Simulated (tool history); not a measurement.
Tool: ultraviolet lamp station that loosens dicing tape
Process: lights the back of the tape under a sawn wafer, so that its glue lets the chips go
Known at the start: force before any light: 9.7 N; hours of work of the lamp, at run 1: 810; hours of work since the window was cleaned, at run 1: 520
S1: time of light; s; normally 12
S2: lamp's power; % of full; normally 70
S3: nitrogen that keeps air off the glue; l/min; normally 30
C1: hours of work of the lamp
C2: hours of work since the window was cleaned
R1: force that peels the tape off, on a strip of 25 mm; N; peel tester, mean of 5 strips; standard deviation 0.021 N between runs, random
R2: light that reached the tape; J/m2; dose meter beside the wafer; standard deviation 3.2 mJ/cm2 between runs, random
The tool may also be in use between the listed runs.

Run 1, day 0.000: usual settings; C1 810; C2 520. Result: R1 2.375 N, R2 2940 J/m2.
Run 2, day 1.021: usual settings; C1 825; C2 535. Result: R1 2.422 N, R2 2910 J/m2.
Run 3, day 2.108: usual settings; C1 841; C2 551. Result: R1 2.434 N, R2 2860 J/m2.
At day 2.854: lamp changed.
Run 4, day 3.017: usual settings; C1 2; C2 563. Result: R1 1.132 N, R2 4620 J/m2.
At day 3.138: window cleaned of glue's vapour.
Run 5, day 4.112: usual settings; C1 18; C2 14. Result: R1 1.225 N, R2 4460 J/m2.
Run 6, day 5.450: usual settings; C1 37; C2 33. Result: R1 1.221 N, R2 4380 J/m2.
Run 7, day 6.571: usual settings; C1 53; C2 49. Result: R1 1.250 N, R2 4320 J/m2.
Run 8, day 7.908: usual settings; C1 72; C2 68. Result: R1 1.287 N, R2 4300 J/m2.
Run 9, day 9.225: usual settings; C1 91; C2 87. Result: R1 1.334 N, R2 4270 J/m2.
At day 10.458: window cleaned of glue's vapour, once more.
Run 10, day 10.954: usual settings; C1 115; C2 7. Result: R1 1.145 N, R2 4550 J/m2.
Run 11, day 12.150: usual settings but S1 22 s; C1 133; C2 24. Result: R1 0.294 N, R2 8310 J/m2.
Run 12, day 13.692: usual settings but S1 22 s, S3 37 l/min; C1 155; C2 46. Result: R1 0.254 N, R2 8200 J/m2.
Run 13, day 14.808: usual settings but S1 21 s, S2 64 % of full, S3 37 l/min; C1 171; C2 62. Result: R1 0.363 N, R2 7030 J/m2.
Run 14, day 16.146: usual settings but S1 8 s, S3 12 l/min; C1 190; C2 81. Result: R1 3.590 N, R2 2920 J/m2.
Run 15, day 17.733: usual settings but S1 8 s, S3 12 l/min; C1 213; C2 104. Result: R1 3.762 N, R2 2880 J/m2.
Run 16, day 19.442: usual settings but S1 21 s, S2 80 % of full, S3 34 l/min; C1 237; C2 129. Result: R1 0.255 N, R2 8510 J/m2.
Run 17, day 20.429: usual settings but S3 13 l/min; C1 251; C2 143. Result: R1 2.300 N, R2 4200 J/m2.
Run 18, day 21.821: usual settings but S2 64 % of full, S3 13 l/min; C1 271; C2 163. Result: R1 2.718 N, R2 3840 J/m2.
Run 19, day 22.583: usual settings but S1 7 s, S2 71 % of full, S3 14 l/min; C1 282; C2 174. Result: R1 3.995 N, R2 2400 J/m2.
Run 20, day 23.642: usual settings but S1 7 s, S2 80 % of full, S3 33 l/min; C1 297; C2 189. Result: R1 2.510 N, R2 2710 J/m2.
Run 21, day 24.958: usual settings but S1 23 s, S2 66 % of full, S3 16 l/min; C1 316; C2 208. Result: R1 0.716 N, R2 7230 J/m2.

Alternative continuations, all from the tool just after run 21; predict every row:
Run A, day 26.533: usual settings but S1 23 s, S2 73 % of full, S3 15 l/min; C1 339; C2 230. Result: R1 ?, R2 ?.
Run B, day 26.533: usual settings but S3 24 l/min; C1 339; C2 230. Result: R1 ?, R2 ?.
Run C, day 26.533: usual settings but S2 89 % of full, S3 56 l/min; C1 339; C2 230. Result: R1 ?, R2 ?.
Run D, day 26.533: usual settings but S1 10 s, S2 96 % of full, S3 45 l/min; C1 339; C2 230. Result: R1 ?, R2 ?.
Run E, day 26.533: usual settings but S2 74 % of full, S3 16 l/min; C1 339; C2 230. Result: R1 ?, R2 ?.

run     R1    R2
  A  0.594  7880
  B  1.775  3960
  C  0.610  5000
  D  0.902  4470
  E  2.019  4180
What these runs would have given with no unlogged condition in the tool:
run     R1    R2
  A  0.358  9710
  B  1.217  4880
  C  0.370  6170
  D  0.560  5530
  E  1.426  5160
